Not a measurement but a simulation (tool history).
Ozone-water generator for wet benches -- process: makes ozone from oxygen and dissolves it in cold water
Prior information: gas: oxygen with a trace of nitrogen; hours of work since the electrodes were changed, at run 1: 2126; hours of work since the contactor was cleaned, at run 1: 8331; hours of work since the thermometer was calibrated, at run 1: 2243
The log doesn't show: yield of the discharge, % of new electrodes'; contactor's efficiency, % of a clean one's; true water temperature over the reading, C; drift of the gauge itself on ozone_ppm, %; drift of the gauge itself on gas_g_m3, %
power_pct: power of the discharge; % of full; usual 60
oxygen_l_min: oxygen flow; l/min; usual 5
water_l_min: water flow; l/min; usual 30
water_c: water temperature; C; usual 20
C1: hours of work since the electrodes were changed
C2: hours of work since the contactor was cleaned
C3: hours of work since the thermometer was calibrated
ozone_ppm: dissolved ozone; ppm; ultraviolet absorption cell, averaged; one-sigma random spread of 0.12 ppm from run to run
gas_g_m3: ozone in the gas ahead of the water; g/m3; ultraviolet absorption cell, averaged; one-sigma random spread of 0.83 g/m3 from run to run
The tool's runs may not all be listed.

{"run": 1, "hour": 0.0, "power_pct": 60, "oxygen_l_min": 5, "water_l_min": 30, "water_c": 20, "C1": 2126, "C2": 8331, "C3": 2243, "ozone_ppm": 10.4, "gas_g_m3": 132.8}
{"run": 2, "hour": 61.4, "power_pct": 60, "oxygen_l_min": 5, "water_l_min": 30, "water_c": 20, "C1": 2185, "C2": 8389, "C3": 2301, "ozone_ppm": 10.2, "gas_g_m3": 133.3}
{"run": 3, "hour": 160.1, "power_pct": 58, "oxygen_l_min": 5, "water_l_min": 30, "water_c": 20, "C1": 2280, "C2": 8484, "C3": 2396, "ozone_ppm": 9.9, "gas_g_m3": 129.8}
{"run": 4, "hour": 236.7, "power_pct": 58, "oxygen_l_min": 5, "water_l_min": 30, "water_c": 20, "C1": 2353, "C2": 8557, "C3": 2469, "ozone_ppm": 10.3, "gas_g_m3": 129.8}
{"run": 5, "hour": 306.3, "power_pct": 58, "oxygen_l_min": 5, "water_l_min": 30, "water_c": 20, "C1": 2420, "C2": 8624, "C3": 2536, "ozone_ppm": 10.1, "gas_g_m3": 128.1}
{"run": 6, "hour": 358.5, "power_pct": 58, "oxygen_l_min": 5, "water_l_min": 26, "water_c": 20, "C1": 2470, "C2": 8674, "C3": 2586, "ozone_ppm": 11.5, "gas_g_m3": 129.1}
{"hour": 446.1, "done": "contactor cleaned"}
{"run": 7, "hour": 472.4, "power_pct": 58, "oxygen_l_min": 5, "water_l_min": 26, "water_c": 20, "C1": 2575, "C2": 25, "C3": 2691, "ozone_ppm": 11.3, "gas_g_m3": 127.5}
{"run": 8, "hour": 554.8, "power_pct": 60, "oxygen_l_min": 5, "water_l_min": 30, "water_c": 20, "C1": 2654, "C2": 104, "C3": 2770, "ozone_ppm": 10.4, "gas_g_m3": 132.1}
{"run": 9, "hour": 605.2, "power_pct": 60, "oxygen_l_min": 5, "water_l_min": 30, "water_c": 20, "C1": 2702, "C2": 152, "C3": 2818, "ozone_ppm": 10.3, "gas_g_m3": 131.8}
{"hour": 680.0, "done": "water thermometer calibrated"}
{"run": 10, "hour": 718.0, "power_pct": 60, "oxygen_l_min": 2.73, "water_l_min": 30, "water_c": 20, "C1": 2809, "C2": 260, "C3": 36, "ozone_ppm": 10, "gas_g_m3": 192.8}
{"run": 11, "hour": 772.0, "power_pct": 60, "oxygen_l_min": 4.02, "water_l_min": 30, "water_c": 20, "C1": 2861, "C2": 312, "C3": 88, "ozone_ppm": 10.3, "gas_g_m3": 150.8}
{"run": 12, "hour": 851.0, "power_pct": 60, "oxygen_l_min": 5, "water_l_min": 19, "water_c": 20, "C1": 2937, "C2": 387, "C3": 164, "ozone_ppm": 15.1, "gas_g_m3": 131.8}
{"run": 13, "hour": 911.2, "power_pct": 49, "oxygen_l_min": 5, "water_l_min": 30, "water_c": 20, "C1": 2995, "C2": 445, "C3": 221, "ozone_ppm": 9.1, "gas_g_m3": 113}
{"run": 14, "hour": 960.9, "power_pct": 49, "oxygen_l_min": 5, "water_l_min": 30, "water_c": 20, "C1": 3042, "C2": 493, "C3": 269, "ozone_ppm": 8.9, "gas_g_m3": 113.8}
{"run": 15, "hour": 1038.1, "power_pct": 60, "oxygen_l_min": 5, "water_l_min": 30, "water_c": 20, "C1": 3116, "C2": 567, "C3": 343, "ozone_ppm": 10.5, "gas_g_m3": 131.3}
{"run": 16, "hour": 1094.4, "power_pct": 60, "oxygen_l_min": 3.45, "water_l_min": 30, "water_c": 20, "C1": 3170, "C2": 620, "C3": 397, "ozone_ppm": 10.1, "gas_g_m3": 165}
{"run": 17, "hour": 1150.5, "power_pct": 60, "oxygen_l_min": 3.45, "water_l_min": 30, "water_c": 20, "C1": 3224, "C2": 674, "C3": 451, "ozone_ppm": 9.9, "gas_g_m3": 165.6}
{"run": 18, "hour": 1226.4, "power_pct": 42, "oxygen_l_min": 4.5, "water_l_min": 45, "water_c": 22, "C1": 3296, "C2": 747, "C3": 523, "ozone_ppm": 5.3, "gas_g_m3": 108.4}
{"run": 19, "hour": 1321.1, "power_pct": 60, "oxygen_l_min": 5.85, "water_l_min": 24, "water_c": 17, "C1": 3387, "C2": 838, "C3": 614, "ozone_ppm": 13, "gas_g_m3": 120.3}
{"run": 20, "hour": 1406.6, "power_pct": 60, "oxygen_l_min": 5.85, "water_l_min": 24, "water_c": 17, "C1": 3469, "C2": 919, "C3": 696, "ozone_ppm": 12.9, "gas_g_m3": 119.5}
{"run": 21, "hour": 1478.7, "power_pct": 85, "oxygen_l_min": 8.68, "water_l_min": 24, "water_c": 17, "C1": 3538, "C2": 988, "C3": 765, "ozone_ppm": 16.3, "gas_g_m3": 121.6}
{"run": 22, "hour": 1577.8, "power_pct": 50, "oxygen_l_min": 7.48, "water_l_min": 29, "water_c": 19, "C1": 3633, "C2": 1083, "C3": 860, "ozone_ppm": 9.3, "gas_g_m3": 90.1}
{"run": 23, "hour": 1647.2, "power_pct": 50, "oxygen_l_min": 6.23, "water_l_min": 35, "water_c": 19, "C1": 3699, "C2": 1150, "C3": 926, "ozone_ppm": 7.8, "gas_g_m3": 100.1}
{"run": 24, "hour": 1731.0, "power_pct": 65, "oxygen_l_min": 6.09, "water_l_min": 34, "water_c": 19, "C1": 3780, "C2": 1230, "C3": 1006, "ozone_ppm": 10.1, "gas_g_m3": 123.8}
{"run": 25, "hour": 1833.1, "power_pct": 65, "oxygen_l_min": 7.3, "water_l_min": 34, "water_c": 20, "C1": 3877, "C2": 1328, "C3": 1104, "ozone_ppm": 10.1, "gas_g_m3": 112.2}
{"run": 26, "hour": 1896.4, "power_pct": 65, "oxygen_l_min": 7.3, "water_l_min": 34, "water_c": 20, "C1": 3938, "C2": 1388, "C3": 1165, "ozone_ppm": 9.7, "gas_g_m3": 111.3}
{"run": 27, "hour": 1967.1, "power_pct": 65, "oxygen_l_min": 7.3, "water_l_min": 34, "water_c": 20, "C1": 4006, "C2": 1456, "C3": 1233, "ozone_ppm": 9.9, "gas_g_m3": 110.4}
{"run": 28, "hour": 2070.5, "power_pct": 97, "oxygen_l_min": 4.25, "water_l_min": 19, "water_c": 21, "C1": 4105, "C2": 1555, "C3": 1332, "ozone_ppm": 21.6, "gas_g_m3": 208.5}
{"run": 29, "hour": 2146.2, "power_pct": 60, "oxygen_l_min": 2.7, "water_l_min": 30, "water_c": 20, "C1": 4177, "C2": 1628, "C3": 1404, "ozone_ppm": 9.6, "gas_g_m3": 193}
{"run": 30, "hour": 2200.8, "power_pct": 60, "oxygen_l_min": 6.28, "water_l_min": 30, "water_c": 23, "C1": 4230, "C2": 1680, "C3": 1456, "ozone_ppm": 10.2, "gas_g_m3": 115.2}
{"run": 31, "hour": 2280.7, "power_pct": 60, "oxygen_l_min": 6.28, "water_l_min": 30, "water_c": 23, "C1": 4306, "C2": 1756, "C3": 1533, "ozone_ppm": 9.9, "gas_g_m3": 114.2}
{"run": 32, "hour": 2329.4, "power_pct": 60, "oxygen_l_min": 6.28, "water_l_min": 30, "water_c": 23, "C1": 4353, "C2": 1803, "C3": 1580, "ozone_ppm": 10.2, "gas_g_m3": 114.2}
{"run": 33, "hour": 2391.2, "power_pct": 60, "oxygen_l_min": 6.28, "water_l_min": 23, "water_c": 23, "C1": 4412, "C2": 1862, "C3": 1639, "ozone_ppm": 12.3, "gas_g_m3": 115.5}
{"run": 34, "hour": 2488.9, "power_pct": 60, "oxygen_l_min": 6.28, "water_l_min": 23, "water_c": 23, "C1": 4505, "C2": 1956, "C3": 1732, "ozone_ppm": 12.5, "gas_g_m3": 114.2}

Consider 3 possible next runs. They are alternatives, not a sequence: every one starts from the tool as it was left by run 34. What does each give?
{"run": "A", "hour": 2589.4, "power_pct": 60, "oxygen_l_min": 5, "water_l_min": 22, "water_c": 20, "C1": 4602, "C2": 2052, "C3": 1829, "ozone_ppm": "?", "gas_g_m3": "?"}
{"run": "B", "hour": 2589.4, "power_pct": 42, "oxygen_l_min": 4.58, "water_l_min": 30, "water_c": 20, "C1": 4602, "C2": 2052, "C3": 1829, "ozone_ppm": "?", "gas_g_m3": "?"}
{"run": "C", "hour": 2589.4, "power_pct": 55, "oxygen_l_min": 5, "water_l_min": 30, "water_c": 20, "C1": 4602, "C2": 2052, "C3": 1829, "ozone_ppm": "?", "gas_g_m3": "?"}

run=A ozone_ppm=13.2 gas_g_m3=131.1
run=B ozone_ppm=7.9 gas_g_m3=106.2
run=C ozone_ppm=9.5 gas_g_m3=125.1
Stripped of hidden state, with their random variation kept, the same runs would have yielded:
run=A ozone_ppm=13.3 gas_g_m3=131.3
run=B ozone_ppm=7.9 gas_g_m3=106.3
run=C ozone_ppm=9.5 gas_g_m3=125.2
